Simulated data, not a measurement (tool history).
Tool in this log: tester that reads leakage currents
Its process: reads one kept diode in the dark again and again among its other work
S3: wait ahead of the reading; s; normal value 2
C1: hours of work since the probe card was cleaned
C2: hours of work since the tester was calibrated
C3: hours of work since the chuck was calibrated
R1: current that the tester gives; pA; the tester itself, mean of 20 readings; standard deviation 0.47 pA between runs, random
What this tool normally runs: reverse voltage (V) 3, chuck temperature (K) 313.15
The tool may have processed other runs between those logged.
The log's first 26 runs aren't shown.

{"run": 27, "hour": 532.7, "reverse voltage (V)": 3, "chuck temperature (K)": 318.15, "S3": 4.08, "C1": 393, "C2": 830, "C3": 508, "R1": 246.56}
{"run": 28, "hour": 545.9, "reverse voltage (V)": 7.14, "chuck temperature (K)": 318.15, "S3": 4.08, "C1": 400, "C2": 838, "C3": 516, "R1": 406.62}
{"run": 29, "hour": 564.2, "reverse voltage (V)": 3, "chuck temperature (K)": 312.15, "S3": 2, "C1": 411, "C2": 848, "C3": 526, "R1": 152.53}
{"run": 30, "hour": 588.1, "reverse voltage (V)": 3.3, "chuck temperature (K)": 312.15, "S3": 2, "C1": 425, "C2": 862, "C3": 540, "R1": 161.61}
{"run": 31, "hour": 603.4, "reverse voltage (V)": 2.36, "chuck temperature (K)": 332.15, "S3": 9.13, "C1": 434, "C2": 871, "C3": 549, "R1": 616.34}
{"run": 32, "hour": 617.5, "reverse voltage (V)": 1.67, "chuck temperature (K)": 332.15, "S3": 0.8, "C1": 442, "C2": 879, "C3": 557, "R1": 505.32}
{"run": 33, "hour": 644.7, "reverse voltage (V)": 1.67, "chuck temperature (K)": 332.15, "S3": 0.8, "C1": 457, "C2": 894, "C3": 573, "R1": 507.56}
{"run": 34, "hour": 659.1, "reverse voltage (V)": 2.22, "chuck temperature (K)": 330.15, "S3": 0.38, "C1": 465, "C2": 903, "C3": 581, "R1": 518.36}
{"run": 35, "hour": 681.6, "reverse voltage (V)": 3, "chuck temperature (K)": 313.15, "S3": 2, "C1": 478, "C2": 916, "C3": 594, "R1": 166.84}
{"run": 36, "hour": 708.7, "reverse voltage (V)": 3, "chuck temperature (K)": 313.15, "S3": 1.54, "C1": 494, "C2": 931, "C3": 609, "R1": 167.62}
{"run": 37, "hour": 721.5, "reverse voltage (V)": 3, "chuck temperature (K)": 313.15, "S3": 1.54, "C1": 501, "C2": 938, "C3": 617, "R1": 166.79}
{"run": 38, "hour": 747.4, "reverse voltage (V)": 4.91, "chuck temperature (K)": 296.15, "S3": 0.41, "C1": 516, "C2": 953, "C3": 632, "R1": 55.99}
{"run": 39, "hour": 773.3, "reverse voltage (V)": 3, "chuck temperature (K)": 323.15, "S3": 2, "C1": 531, "C2": 968, "C3": 646, "R1": 368.72}

Alternative continuations, all from the tool just after run 39; predict every row:
{"run": "A", "hour": 792.1, "reverse voltage (V)": 3.12, "chuck temperature (K)": 304.15, "S3": 2, "C1": 542, "C2": 979, "C3": 657, "R1": "?"}
{"run": "B", "hour": 792.1, "reverse voltage (V)": 1.41, "chuck temperature (K)": 313.15, "S3": 2, "C1": 542, "C2": 979, "C3": 657, "R1": "?"}
{"run": "C", "hour": 792.1, "reverse voltage (V)": 16.75, "chuck temperature (K)": 302.15, "S3": 3.08, "C1": 542, "C2": 979, "C3": 657, "R1": "?"}
{"run": "D", "hour": 792.1, "reverse voltage (V)": 2.34, "chuck temperature (K)": 313.15, "S3": 6.24, "C1": 542, "C2": 979, "C3": 657, "R1": "?"}

run=A R1=81.86
run=B R1=107.92
run=C R1=187.64
run=D R1=144.74
Stripped of hidden state, with their random variation kept, the same runs would have yielded:
run=A R1=74.7
run=B R1=100.22
run=C R1=166.32
run=D R1=134.18

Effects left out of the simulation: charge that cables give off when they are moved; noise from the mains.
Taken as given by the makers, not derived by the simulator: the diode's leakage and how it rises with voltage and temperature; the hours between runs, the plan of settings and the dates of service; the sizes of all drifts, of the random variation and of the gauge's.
